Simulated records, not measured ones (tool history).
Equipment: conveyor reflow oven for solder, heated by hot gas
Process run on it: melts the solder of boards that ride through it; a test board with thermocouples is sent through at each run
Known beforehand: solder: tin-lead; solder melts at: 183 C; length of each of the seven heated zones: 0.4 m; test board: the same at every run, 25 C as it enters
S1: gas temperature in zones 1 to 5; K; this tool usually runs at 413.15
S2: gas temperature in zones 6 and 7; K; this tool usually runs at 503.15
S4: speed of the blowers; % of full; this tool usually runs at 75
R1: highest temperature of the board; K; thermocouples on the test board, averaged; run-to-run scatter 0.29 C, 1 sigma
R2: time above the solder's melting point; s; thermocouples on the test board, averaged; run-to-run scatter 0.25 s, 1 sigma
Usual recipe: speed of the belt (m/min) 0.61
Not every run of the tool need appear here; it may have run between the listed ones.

run 1 hour=0 | S1=413.15 S2=503.15 speed_of_the_belt_(m/min)=0.61 S4=75 | R1=490.05 R2=60.8
run 2 hour=78.3 | S1=413.15 S2=503.15 speed_of_the_belt_(m/min)=0.61 S4=75 | R1=489.95 R2=60.1
run 3 hour=151.8 | S1=413.15 S2=503.15 speed_of_the_belt_(m/min)=0.61 S4=75 | R1=489.55 R2=60.1
run 4 hour=210.8 | S1=420.15 S2=503.15 speed_of_the_belt_(m/min)=0.61 S4=75 | R1=490.05 R2=63.6
run 5 hour=278.8 | S1=413.15 S2=503.15 speed_of_the_belt_(m/min)=0.61 S4=71 | R1=487.25 R2=58.5
run 6 hour=355.3 | S1=413.15 S2=503.15 speed_of_the_belt_(m/min)=0.61 S4=71 | R1=487.55 R2=58.4
-- hour=377.9 flux residue cleaned out of gas plates and filters
run 7 hour=409.5 | S1=413.15 S2=503.15 speed_of_the_belt_(m/min)=0.61 S4=81 | R1=491.15 R2=61.9
run 8 hour=459.5 | S1=420.15 S2=503.15 speed_of_the_belt_(m/min)=0.61 S4=81 | R1=491.45 R2=65.2
run 9 hour=515.6 | S1=415.15 S2=503.15 speed_of_the_belt_(m/min)=0.61 S4=81 | R1=491.35 R2=62.7
run 10 hour=563.3 | S1=415.15 S2=503.15 speed_of_the_belt_(m/min)=0.61 S4=81 | R1=490.55 R2=62.5
run 11 hour=596.8 | S1=415.15 S2=503.15 speed_of_the_belt_(m/min)=0.61 S4=81 | R1=490.35 R2=62.2
run 12 hour=635.4 | S1=413.15 S2=503.15 speed_of_the_belt_(m/min)=0.503 S4=75 | R1=493.65 R2=77.9
run 13 hour=678.7 | S1=403.15 S2=498.15 speed_of_the_belt_(m/min)=0.619 S4=64 | R1=479.65 R2=46.3
run 14 hour=748.8 | S1=404.15 S2=503.15 speed_of_the_belt_(m/min)=0.619 S4=89 | R1=489.45 R2=57.7
-- hour=783.5 thermocouples of zones 6 and 7 changed
run 15 hour=798.4 | S1=422.15 S2=503.15 speed_of_the_belt_(m/min)=0.61 S4=75 | R1=492.25 R2=65.6
run 16 hour=870.7 | S1=422.15 S2=503.15 speed_of_the_belt_(m/min)=0.524 S4=89 | R1=496.95 R2=81.7

Run 17 has not been measured yet. What should we expect?
run 17 hour=935.7 | S1=403.15 S2=503.15 speed_of_the_belt_(m/min)=0.623 S4=72 | R1=? R2=?

{"run 17": {"R1": 487.35, "R2": 53.3}}
Had the tool carried no hidden state, the very same run would have given R1 488.25 K, R2 53.7 s.

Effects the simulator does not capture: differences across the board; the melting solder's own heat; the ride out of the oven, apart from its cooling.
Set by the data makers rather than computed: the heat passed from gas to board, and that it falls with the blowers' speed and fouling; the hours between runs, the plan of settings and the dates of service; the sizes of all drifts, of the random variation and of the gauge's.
